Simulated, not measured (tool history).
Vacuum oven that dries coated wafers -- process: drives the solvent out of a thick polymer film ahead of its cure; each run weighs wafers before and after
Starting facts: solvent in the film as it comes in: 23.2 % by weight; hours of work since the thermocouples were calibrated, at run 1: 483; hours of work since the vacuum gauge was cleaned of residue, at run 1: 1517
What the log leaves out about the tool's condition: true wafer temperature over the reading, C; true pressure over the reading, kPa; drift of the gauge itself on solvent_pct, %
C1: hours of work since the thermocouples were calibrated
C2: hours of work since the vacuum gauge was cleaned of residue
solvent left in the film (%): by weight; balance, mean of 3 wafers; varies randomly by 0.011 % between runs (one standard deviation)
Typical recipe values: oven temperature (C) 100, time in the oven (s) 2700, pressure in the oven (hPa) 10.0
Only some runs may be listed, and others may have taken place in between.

{"run": 1, "hour": 0.0, "oven temperature (C)": 100, "time in the oven (s)": 2700, "pressure in the oven (hPa)": 10.0, "C1": 483, "C2": 1517, "solvent left in the film (%)": 1.64}
{"run": 2, "hour": 45.6, "oven temperature (C)": 100, "time in the oven (s)": 1620, "pressure in the oven (hPa)": 10.0, "C1": 517, "C2": 1551, "solvent left in the film (%)": 4.08}
{"run": 3, "hour": 74.3, "oven temperature (C)": 100, "time in the oven (s)": 2700, "pressure in the oven (hPa)": 10.0, "C1": 539, "C2": 1572, "solvent left in the film (%)": 1.66}
{"run": 4, "hour": 133.2, "oven temperature (C)": 100, "time in the oven (s)": 1680, "pressure in the oven (hPa)": 10.0, "C1": 583, "C2": 1617, "solvent left in the film (%)": 3.86}
{"run": 5, "hour": 162.6, "oven temperature (C)": 100, "time in the oven (s)": 2700, "pressure in the oven (hPa)": 10.0, "C1": 605, "C2": 1638, "solvent left in the film (%)": 1.65}
{"run": 6, "hour": 216.6, "oven temperature (C)": 100, "time in the oven (s)": 2700, "pressure in the oven (hPa)": 10.0, "C1": 645, "C2": 1679, "solvent left in the film (%)": 1.65}
{"run": 7, "hour": 269.9, "oven temperature (C)": 100, "time in the oven (s)": 2700, "pressure in the oven (hPa)": 10.0, "C1": 685, "C2": 1719, "solvent left in the film (%)": 1.65}
{"run": 8, "hour": 330.2, "oven temperature (C)": 100, "time in the oven (s)": 2700, "pressure in the oven (hPa)": 10.0, "C1": 730, "C2": 1764, "solvent left in the film (%)": 1.61}
{"run": 9, "hour": 392.1, "oven temperature (C)": 86, "time in the oven (s)": 2700, "pressure in the oven (hPa)": 10.0, "C1": 776, "C2": 1810, "solvent left in the film (%)": 4.77}
{"run": 10, "hour": 446.8, "oven temperature (C)": 86, "time in the oven (s)": 2700, "pressure in the oven (hPa)": 10.0, "C1": 817, "C2": 1851, "solvent left in the film (%)": 4.76}
{"run": 11, "hour": 481.3, "oven temperature (C)": 86, "time in the oven (s)": 2700, "pressure in the oven (hPa)": 10.0, "C1": 843, "C2": 1877, "solvent left in the film (%)": 4.78}
{"run": 12, "hour": 531.3, "oven temperature (C)": 86, "time in the oven (s)": 2700, "pressure in the oven (hPa)": 10.0, "C1": 880, "C2": 1914, "solvent left in the film (%)": 4.77}
{"run": 13, "hour": 583.4, "oven temperature (C)": 86, "time in the oven (s)": 2700, "pressure in the oven (hPa)": 10.0, "C1": 919, "C2": 1953, "solvent left in the film (%)": 4.77}
{"run": 14, "hour": 620.3, "oven temperature (C)": 100, "time in the oven (s)": 2700, "pressure in the oven (hPa)": 10.0, "C1": 947, "C2": 1981, "solvent left in the film (%)": 1.62}
{"run": 15, "hour": 681.5, "oven temperature (C)": 100, "time in the oven (s)": 2700, "pressure in the oven (hPa)": 10.0, "C1": 992, "C2": 2026, "solvent left in the film (%)": 1.61}
{"run": 16, "hour": 716.4, "oven temperature (C)": 100, "time in the oven (s)": 2700, "pressure in the oven (hPa)": 10.0, "C1": 1019, "C2": 2053, "solvent left in the film (%)": 1.6}
{"run": 17, "hour": 765.3, "oven temperature (C)": 100, "time in the oven (s)": 2400, "pressure in the oven (hPa)": 10.0, "C1": 1055, "C2": 2089, "solvent left in the film (%)": 2.02}
{"run": 18, "hour": 802.6, "oven temperature (C)": 100, "time in the oven (s)": 2700, "pressure in the oven (hPa)": 10.0, "C1": 1083, "C2": 2117, "solvent left in the film (%)": 1.61}
{"run": 19, "hour": 852.3, "oven temperature (C)": 109, "time in the oven (s)": 2700, "pressure in the oven (hPa)": 10.0, "C1": 1120, "C2": 2154, "solvent left in the film (%)": 0.67}
{"run": 20, "hour": 882.3, "oven temperature (C)": 100, "time in the oven (s)": 2700, "pressure in the oven (hPa)": 10.0, "C1": 1143, "C2": 2177, "solvent left in the film (%)": 1.59}
{"run": 21, "hour": 926.3, "oven temperature (C)": 100, "time in the oven (s)": 2700, "pressure in the oven (hPa)": 35.7, "C1": 1176, "C2": 2209, "solvent left in the film (%)": 2.34}
{"run": 22, "hour": 975.6, "oven temperature (C)": 100, "time in the oven (s)": 2700, "pressure in the oven (hPa)": 35.7, "C1": 1212, "C2": 2246, "solvent left in the film (%)": 2.34}
{"run": 23, "hour": 1004.8, "oven temperature (C)": 100, "time in the oven (s)": 2700, "pressure in the oven (hPa)": 35.7, "C1": 1234, "C2": 2268, "solvent left in the film (%)": 2.33}
{"hour": 1035.2, "done": "vacuum gauge cleaned of residue and calibrated"}
{"run": 24, "hour": 1067.1, "oven temperature (C)": 100, "time in the oven (s)": 3000, "pressure in the oven (hPa)": 10.0, "C1": 1280, "C2": 24, "solvent left in the film (%)": 1.14}
{"run": 25, "hour": 1097.4, "oven temperature (C)": 104, "time in the oven (s)": 3000, "pressure in the oven (hPa)": 27.6, "C1": 1302, "C2": 46, "solvent left in the film (%)": 1.23}
{"run": 26, "hour": 1134.0, "oven temperature (C)": 104, "time in the oven (s)": 4020, "pressure in the oven (hPa)": 27.6, "C1": 1330, "C2": 74, "solvent left in the film (%)": 0.89}
{"run": 27, "hour": 1187.5, "oven temperature (C)": 104, "time in the oven (s)": 3900, "pressure in the oven (hPa)": 17.6, "C1": 1370, "C2": 114, "solvent left in the film (%)": 0.63}
{"run": 28, "hour": 1228.9, "oven temperature (C)": 98, "time in the oven (s)": 1920, "pressure in the oven (hPa)": 10.0, "C1": 1401, "C2": 145, "solvent left in the film (%)": 3.3}
{"run": 29, "hour": 1254.5, "oven temperature (C)": 115, "time in the oven (s)": 3900, "pressure in the oven (hPa)": 22.5, "C1": 1420, "C2": 164, "solvent left in the film (%)": 0.42}
{"run": 30, "hour": 1315.1, "oven temperature (C)": 113, "time in the oven (s)": 2700, "pressure in the oven (hPa)": 10.0, "C1": 1465, "C2": 209, "solvent left in the film (%)": 0.39}
{"run": 31, "hour": 1357.3, "oven temperature (C)": 113, "time in the oven (s)": 2700, "pressure in the oven (hPa)": 7.6, "C1": 1497, "C2": 241, "solvent left in the film (%)": 0.32}
{"run": 32, "hour": 1405.0, "oven temperature (C)": 100, "time in the oven (s)": 2700, "pressure in the oven (hPa)": 31.1, "C1": 1532, "C2": 276, "solvent left in the film (%)": 2.04}
{"run": 33, "hour": 1433.3, "oven temperature (C)": 109, "time in the oven (s)": 4140, "pressure in the oven (hPa)": 19.0, "C1": 1553, "C2": 298, "solvent left in the film (%)": 0.48}
{"run": 34, "hour": 1471.4, "oven temperature (C)": 109, "time in the oven (s)": 4140, "pressure in the oven (hPa)": 19.0, "C1": 1582, "C2": 326, "solvent left in the film (%)": 0.45}
{"run": 35, "hour": 1528.9, "oven temperature (C)": 111, "time in the oven (s)": 3900, "pressure in the oven (hPa)": 10.0, "C1": 1625, "C2": 369, "solvent left in the film (%)": 0.25}

Run 36, settings as shown, results not yet in. Your forecast:
{"run": 36, "hour": 1555.1, "oven temperature (C)": 111, "time in the oven (s)": 3900, "pressure in the oven (hPa)": 10.0, "C1": 1645, "C2": 389, "solvent left in the film (%)": "?"}

{"run 36": {"solvent left in the film (%)": 0.24}}
Take away the tool's hidden state, keep the run-to-run variation as it was, and the same run would have given solvent left in the film (%) 0.24.
